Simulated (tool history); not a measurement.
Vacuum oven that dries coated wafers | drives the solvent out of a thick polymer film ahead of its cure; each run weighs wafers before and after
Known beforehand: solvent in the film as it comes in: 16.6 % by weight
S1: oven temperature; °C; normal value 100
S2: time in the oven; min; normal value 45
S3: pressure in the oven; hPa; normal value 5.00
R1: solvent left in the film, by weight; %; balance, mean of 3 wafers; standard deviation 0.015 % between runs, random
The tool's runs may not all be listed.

{"run": 1, "hour": 0.0, "S1": 100, "S2": 45, "S3": 5.0, "R1": 0.79}
{"run": 2, "hour": 12.0, "S1": 100, "S2": 45, "S3": 5.0, "R1": 0.8}
{"run": 3, "hour": 28.0, "S1": 99, "S2": 45, "S3": 5.0, "R1": 0.91}
{"run": 4, "hour": 39.8, "S1": 100, "S2": 45, "S3": 5.0, "R1": 0.79}
{"run": 5, "hour": 61.0, "S1": 100, "S2": 45, "S3": 5.0, "R1": 0.78}
{"run": 6, "hour": 84.4, "S1": 100, "S2": 45, "S3": 5.0, "R1": 0.77}
{"run": 7, "hour": 101.8, "S1": 100, "S2": 45, "S3": 5.0, "R1": 0.77}
{"run": 8, "hour": 125.4, "S1": 100, "S2": 45, "S3": 5.0, "R1": 0.8}
{"run": 9, "hour": 148.4, "S1": 100, "S2": 45, "S3": 16.72, "R1": 1.18}
{"run": 10, "hour": 168.4, "S1": 100, "S2": 45, "S3": 5.0, "R1": 0.76}
{"run": 11, "hour": 179.9, "S1": 100, "S2": 45, "S3": 5.0, "R1": 0.81}
{"run": 12, "hour": 202.0, "S1": 100, "S2": 64, "S3": 5.0, "R1": 0.38}
{"run": 13, "hour": 216.6, "S1": 100, "S2": 45, "S3": 2.53, "R1": 0.72}
{"run": 14, "hour": 234.3, "S1": 100, "S2": 45, "S3": 2.53, "R1": 0.71}
{"run": 15, "hour": 249.2, "S1": 100, "S2": 45, "S3": 4.63, "R1": 0.79}
{"run": 16, "hour": 266.8, "S1": 100, "S2": 45, "S3": 19.75, "R1": 1.31}
{"run": 17, "hour": 286.3, "S1": 100, "S2": 45, "S3": 19.75, "R1": 1.35}
{"run": 18, "hour": 300.1, "S1": 100, "S2": 48, "S3": 5.0, "R1": 0.71}
{"run": 19, "hour": 317.1, "S1": 100, "S2": 48, "S3": 5.0, "R1": 0.73}
{"run": 20, "hour": 335.6, "S1": 100, "S2": 45, "S3": 5.0, "R1": 0.83}
{"run": 21, "hour": 351.3, "S1": 100, "S2": 45, "S3": 5.0, "R1": 0.84}
{"run": 22, "hour": 367.0, "S1": 100, "S2": 75, "S3": 5.0, "R1": 0.29}
{"run": 23, "hour": 386.3, "S1": 109, "S2": 38, "S3": 13.57, "R1": 0.5}
{"run": 24, "hour": 399.6, "S1": 109, "S2": 71, "S3": 13.57, "R1": 0.4}
{"run": 25, "hour": 418.7, "S1": 109, "S2": 71, "S3": 13.57, "R1": 0.39}
{"run": 26, "hour": 442.5, "S1": 85, "S2": 25, "S3": 10.51, "R1": 8.06}
{"run": 27, "hour": 453.6, "S1": 100, "S2": 32, "S3": 3.25, "R1": 1.67}
{"run": 28, "hour": 472.6, "S1": 100, "S2": 49, "S3": 5.0, "R1": 0.71}
{"run": 29, "hour": 490.4, "S1": 100, "S2": 49, "S3": 5.0, "R1": 0.7}
{"run": 30, "hour": 512.6, "S1": 97, "S2": 45, "S3": 4.0, "R1": 1.34}
{"run": 31, "hour": 524.4, "S1": 96, "S2": 45, "S3": 3.42, "R1": 1.54}

Run 32 has not been measured yet. What should we expect?
{"run": 32, "hour": 538.8, "S1": 95, "S2": 44, "S3": 5.0, "R1": "?"}

Logged for run 32: R1 1.93 %.
If the tool had no hidden condition, the same run with the same run-to-run variation would have returned R1 1.55 %.
